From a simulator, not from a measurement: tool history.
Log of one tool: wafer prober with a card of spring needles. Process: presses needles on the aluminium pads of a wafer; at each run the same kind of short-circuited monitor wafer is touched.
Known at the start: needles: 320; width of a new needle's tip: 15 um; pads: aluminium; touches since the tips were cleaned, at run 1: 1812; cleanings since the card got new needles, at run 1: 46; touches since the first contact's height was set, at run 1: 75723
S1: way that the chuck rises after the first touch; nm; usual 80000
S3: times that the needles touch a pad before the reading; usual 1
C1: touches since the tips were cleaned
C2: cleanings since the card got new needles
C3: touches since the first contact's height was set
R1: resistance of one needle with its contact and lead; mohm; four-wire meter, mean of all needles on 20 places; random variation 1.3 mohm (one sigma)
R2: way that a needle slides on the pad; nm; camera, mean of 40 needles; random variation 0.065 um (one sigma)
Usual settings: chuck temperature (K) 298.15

run 1 hour=0.0 | S1=80000 chuck_temperature_(K)=298.15 S3=1 | C1=1812 C2=46 C3=75723 | R1=112 R2=21730
-- hour=8.4 tips cleaned on abrasive film
-- hour=20.8 tips cleaned on abrasive film
-- hour=34.8 tips cleaned on abrasive film
run 2 hour=45.2 | S1=80000 chuck_temperature_(K)=298.15 S3=1 | C1=3263 C2=49 C3=89756 | R1=110 R2=21710
-- hour=48.4 tips cleaned on abrasive film
-- hour=61.9 tips cleaned on abrasive film
-- hour=77.2 tips cleaned on abrasive film
run 3 hour=82.1 | S1=80000 chuck_temperature_(K)=298.15 S3=3 | C1=1552 C2=52 C3=101201 | R1=112 R2=21700
-- hour=91.3 tips cleaned on abrasive film
-- hour=104.6 tips cleaned on abrasive film
-- hour=119.7 tips cleaned on abrasive film
run 4 hour=130.3 | S1=80000 chuck_temperature_(K)=298.15 S3=3 | C1=3320 C2=55 C3=116164 | R1=112 R2=21690
-- hour=133.5 tips cleaned on abrasive film
-- hour=147.5 tips cleaned on abrasive film
run 5 hour=152.1 | S1=80000 chuck_temperature_(K)=298.15 S3=3 | C1=1434 C2=57 C3=122912 | R1=114 R2=21650
-- hour=161.4 tips cleaned on abrasive film
-- hour=175.6 tips cleaned on abrasive film
-- hour=175.9 height of the first contact set anew
-- hour=189.3 tips cleaned on abrasive film
run 6 hour=193.7 | S1=80000 chuck_temperature_(K)=298.15 S3=3 | C1=1354 C2=60 C3=5532 | R1=113 R2=21850
-- hour=204.7 tips cleaned on abrasive film
-- hour=217.2 tips cleaned on abrasive film
-- hour=232.1 tips cleaned on abrasive film
run 7 hour=238.1 | S1=80000 chuck_temperature_(K)=298.15 S3=3 | C1=1872 C2=63 C3=19323 | R1=110 R2=21630
-- hour=246.9 tips cleaned on abrasive film
-- hour=260.6 tips cleaned on abrasive film
run 8 hour=271.9 | S1=80000 chuck_temperature_(K)=298.15 S3=1 | C1=3551 C2=65 C3=29832 | R1=111 R2=21740
-- hour=275.1 tips cleaned on abrasive film
-- hour=287.7 tips cleaned on abrasive film
-- hour=302.2 tips cleaned on abrasive film
run 9 hour=305.6 | S1=80000 chuck_temperature_(K)=298.15 S3=1 | C1=1079 C2=68 C3=40270 | R1=113 R2=21770
-- hour=316.7 tips cleaned on abrasive film
-- hour=329.8 tips cleaned on abrasive film
run 10 hour=339.9 | S1=80000 chuck_temperature_(K)=298.15 S3=1 | C1=3145 C2=70 C3=50915 | R1=111 R2=21730
-- hour=345.1 tips cleaned on abrasive film
-- hour=358.3 tips cleaned on abrasive film
run 11 hour=363.1 | S1=80000 chuck_temperature_(K)=298.15 S3=1 | C1=1522 C2=72 C3=58113 | R1=111 R2=21740
-- hour=372.4 tips cleaned on abrasive film
-- hour=386.1 tips cleaned on abrasive film
-- hour=399.2 tips cleaned on abrasive film
run 12 hour=408.6 | S1=67000 chuck_temperature_(K)=298.15 S3=1 | C1=2916 C2=75 C3=72216 | R1=114 R2=18190
-- hour=414.6 tips cleaned on abrasive film
-- hour=428.2 tips cleaned on abrasive film
-- hour=440.7 tips cleaned on abrasive film
run 13 hour=440.7 | S1=67000 chuck_temperature_(K)=298.15 S3=1 | C1=0 C2=78 C3=82167 | R1=113 R2=18260
-- hour=454.4 tips cleaned on abrasive film
-- hour=466.9 tips cleaned on abrasive film
-- hour=479.9 tips cleaned on abrasive film
run 14 hour=481.4 | S1=67000 chuck_temperature_(K)=298.15 S3=1 | C1=461 C2=81 C3=94777 | R1=113 R2=18220
-- hour=493.7 tips cleaned on abrasive film
run 15 hour=504.8 | S1=67000 chuck_temperature_(K)=298.15 S3=1 | C1=3445 C2=82 C3=102062 | R1=114 R2=18160
-- hour=507.9 tips cleaned on abrasive film
-- hour=522.5 tips cleaned on abrasive film
run 16 hour=533.1 | S1=67000 chuck_temperature_(K)=325.15 S3=2 | C1=3309 C2=84 C3=110845 | R1=117 R2=18170
-- hour=536.2 tips cleaned on abrasive film
-- hour=550.9 tips cleaned on abrasive film
-- hour=565.4 tips cleaned on abrasive film
run 17 hour=572.0 | S1=67000 chuck_temperature_(K)=325.15 S3=2 | C1=2042 C2=87 C3=122901 | R1=119 R2=18260
-- hour=578.2 tips cleaned on abrasive film
-- hour=593.1 tips cleaned on abrasive film
-- hour=596.5 height of the first contact set anew
run 18 hour=604.8 | S1=67000 chuck_temperature_(K)=325.15 S3=2 | C1=3562 C2=89 C3=2602 | R1=122 R2=18070
-- hour=608.0 tips cleaned on abrasive film
-- hour=623.0 tips cleaned on abrasive film
-- hour=637.5 tips cleaned on abrasive film
run 19 hour=638.7 | S1=67000 chuck_temperature_(K)=325.15 S3=2 | C1=375 C2=92 C3=13095 | R1=119 R2=18200
-- hour=650.1 tips cleaned on abrasive film
-- hour=664.8 tips cleaned on abrasive film
run 20 hour=667.6 | S1=80000 chuck_temperature_(K)=333.15 S3=2 | C1=890 C2=94 C3=22064 | R1=116 R2=21680
-- hour=678.9 tips cleaned on abrasive film
-- hour=692.0 tips cleaned on abrasive film
run 21 hour=692.0 | S1=95000 chuck_temperature_(K)=350.15 S3=2 | C1=0 C2=96 C3=29621 | R1=116 R2=25780
-- hour=706.7 tips cleaned on abrasive film
run 22 hour=713.9 | S1=95000 chuck_temperature_(K)=350.15 S3=2 | C1=2256 C2=97 C3=36435 | R1=119 R2=25760
-- hour=720.0 tips cleaned on abrasive film
-- hour=734.6 tips cleaned on abrasive film
-- hour=748.4 tips cleaned on abrasive film
-- hour=762.4 tips cleaned on abrasive film
run 23 hour=762.4 | S1=80000 chuck_temperature_(K)=316.15 S3=1 | C1=0 C2=101 C3=51461 | R1=115 R2=21580
-- hour=776.5 tips cleaned on abrasive film
-- hour=790.3 tips cleaned on abrasive film
-- hour=803.7 tips cleaned on abrasive film
run 24 hour=803.9 | S1=89000 chuck_temperature_(K)=346.15 S3=1 | C1=38 C2=104 C3=64329 | R1=117 R2=24180
-- hour=818.1 tips cleaned on abrasive film
-- hour=832.9 tips cleaned on abrasive film
-- hour=846.4 tips cleaned on abrasive film
run 25 hour=849.4 | S1=89000 chuck_temperature_(K)=346.15 S3=1 | C1=939 C2=107 C3=78474 | R1=116 R2=24100
-- hour=861.0 tips cleaned on abrasive film
-- hour=875.7 tips cleaned on abrasive film
run 26 hour=886.1 | S1=80000 chuck_temperature_(K)=390.15 S3=2 | C1=3247 C2=109 C3=89888 | R1=123 R2=21610
-- hour=889.0 tips cleaned on abrasive film
-- hour=902.9 tips cleaned on abrasive film
-- hour=917.0 tips cleaned on abrasive film
-- hour=931.5 tips cleaned on abrasive film
run 27 hour=932.8 | S1=96000 chuck_temperature_(K)=360.15 S3=2 | C1=399 C2=113 C3=104340 | R1=117 R2=25870
-- hour=945.2 tips cleaned on abrasive film
-- hour=958.6 tips cleaned on abrasive film
-- hour=971.4 tips cleaned on abrasive film
run 28 hour=972.0 | S1=96000 chuck_temperature_(K)=360.15 S3=2 | C1=195 C2=116 C3=116507 | R1=119 R2=26120

Forecast each of these 5 alternatives for the next run:
-- hour=986.5 tips cleaned on abrasive film
-- hour=1001.9 tips cleaned on abrasive film
run A hour=1011.2 | S1=77000 chuck_temperature_(K)=329.15 S3=3 | C1=2896 C2=118 C3=128680 | R1=? R2=?
-- hour=986.5 tips cleaned on abrasive film
-- hour=1001.9 tips cleaned on abrasive film
run B hour=1011.2 | S1=65000 chuck_temperature_(K)=392.15 S3=1 | C1=2896 C2=118 C3=128680 | R1=? R2=?
-- hour=986.5 tips cleaned on abrasive film
-- hour=1001.9 tips cleaned on abrasive film
run C hour=1011.2 | S1=96000 chuck_temperature_(K)=360.15 S3=1 | C1=2896 C2=118 C3=128680 | R1=? R2=?
-- hour=986.5 tips cleaned on abrasive film
-- hour=1001.9 tips cleaned on abrasive film
run D hour=1011.2 | S1=91000 chuck_temperature_(K)=309.15 S3=2 | C1=2896 C2=118 C3=128680 | R1=? R2=?
-- hour=986.5 tips cleaned on abrasive film
-- hour=1001.9 tips cleaned on abrasive film
run E hour=1011.2 | S1=96000 chuck_temperature_(K)=360.15 S3=3 | C1=2896 C2=118 C3=128680 | R1=? R2=?

run=A R1=115 R2=20900
run=B R1=130 R2=17590
run=C R1=118 R2=26100
run=D R1=113 R2=24690
run=E R1=120 R2=25940
Without the tool's hidden state the same runs would have given:
run=A R1=115 R2=20900
run=B R1=130 R2=17600
run=C R1=117 R2=26110
run=D R1=113 R2=24690
run=E R1=120 R2=25940

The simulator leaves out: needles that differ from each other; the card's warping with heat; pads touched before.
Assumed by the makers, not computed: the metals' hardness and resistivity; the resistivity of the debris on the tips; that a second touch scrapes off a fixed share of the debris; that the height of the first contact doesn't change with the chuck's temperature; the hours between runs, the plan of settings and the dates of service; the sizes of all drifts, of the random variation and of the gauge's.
